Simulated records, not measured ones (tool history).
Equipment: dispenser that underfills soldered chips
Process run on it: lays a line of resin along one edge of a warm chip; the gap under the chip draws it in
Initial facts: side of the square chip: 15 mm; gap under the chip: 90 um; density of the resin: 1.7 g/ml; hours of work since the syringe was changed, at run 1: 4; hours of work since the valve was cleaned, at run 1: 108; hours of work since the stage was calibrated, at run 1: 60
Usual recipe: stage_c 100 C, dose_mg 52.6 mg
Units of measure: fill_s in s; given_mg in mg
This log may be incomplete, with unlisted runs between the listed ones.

run,hour,stage_c,dose_mg,hours of work since the syringe was changed,hours of work since the valve was cleaned,hours of work since the stage was calibrated,fill_s,given_mg
1,0.0,100,52.6,4,108,60,46.9,48.04
2,3.0,100,52.6,6,111,62,50.7,47.85
# hour 4.6: new syringe of resin
3,7.0,100,52.6,2,113,65,43.9,47.81
# hour 8.4: dispensing valve cleaned and set on the balance
4,12.4,92,52.6,5,3,68,58.8,52.13
5,14.6,92,52.6,7,5,70,64.5,52.70
# hour 15.1: new syringe of resin
6,17.5,92,52.6,2,7,72,52.3,52.42
7,20.4,92,52.6,4,9,74,58.2,52.15
8,23.3,92,52.6,6,11,76,64.0,51.85
# hour 24.7: new syringe of resin
9,27.7,111,52.6,2,14,79,32.3,52.12
10,29.7,111,52.6,4,16,81,34.6,51.75
# hour 34.1: new syringe of resin
11,34.3,111,52.6,0,19,84,29.0,51.75
12,36.3,111,52.6,2,20,86,31.2,51.89
13,38.4,112,52.6,3,22,87,33.5,51.25
14,42.3,112,52.6,6,25,90,37.3,51.71
# hour 43.6: new syringe of resin
15,46.0,112,45.9,2,27,93,32.8,44.76
16,48.0,112,45.9,3,29,94,34.6,44.74
17,50.2,112,45.9,5,31,96,37.0,44.63
# hour 53.3: new syringe of resin
18,55.0,100,66.4,1,34,99,40.6,64.58
19,59.0,98,45.3,4,37,102,51.2,43.78
# hour 62.8: new syringe of resin
20,64.0,112,61.0,1,41,106,29.2,58.78
21,68.5,107,52.6,4,44,109,37.8,50.90
# hour 72.3: new syringe of resin
22,72.8,107,52.6,0,47,112,33.6,50.82
23,74.9,93,65.4,2,49,114,49.1,63.23
24,77.5,90,64.6,4,51,116,59.1,61.83
# hour 81.7: new syringe of resin
25,81.7,113,65.5,0,53,119,28.3,62.67
26,85.4,88,55.0,3,56,122,60.6,52.16
27,88.4,106,54.5,5,59,124,42.5,52.07
# hour 91.4: new syringe of resin
28,93.4,87,45.3,2,62,127,60.7,42.54
29,96.9,106,49.9,4,65,130,39.7,47.40
# hour 100.8: new syringe of resin
30,101.7,106,49.9,1,68,133,35.4,47.12
31,106.0,106,56.2,4,71,137,39.2,52.90
# hour 110.4: new syringe of resin
32,110.4,91,51.9,0,74,140,49.7,48.35
33,112.5,96,48.9,2,76,141,47.1,45.75
34,114.7,91,53.1,3,78,143,56.9,49.50
35,117.7,91,53.1,6,80,145,63.1,49.56
# hour 119.8: new syringe of resin
36,120.9,105,67.1,1,82,148,35.5,62.45

4 ways to go on from here, each from the tool as it stands after run 36. What would each give?
A,123.7,100,51.8,3,84,150,?,?
B,123.7,105,52.9,3,84,150,?,?
C,123.7,109,66.8,3,84,150,?,?
D,123.7,100,46.7,3,84,150,?,?

run,fill_s,given_mg
A,44.8,48.23
B,38.7,49.58
C,35.7,62.42
D,46.0,43.32
Without the tool's unlogged condition, the same runs would have read:
run,fill_s,given_mg
A,39.3,52.00
B,33.9,53.46
C,31.6,67.30
D,40.0,46.70
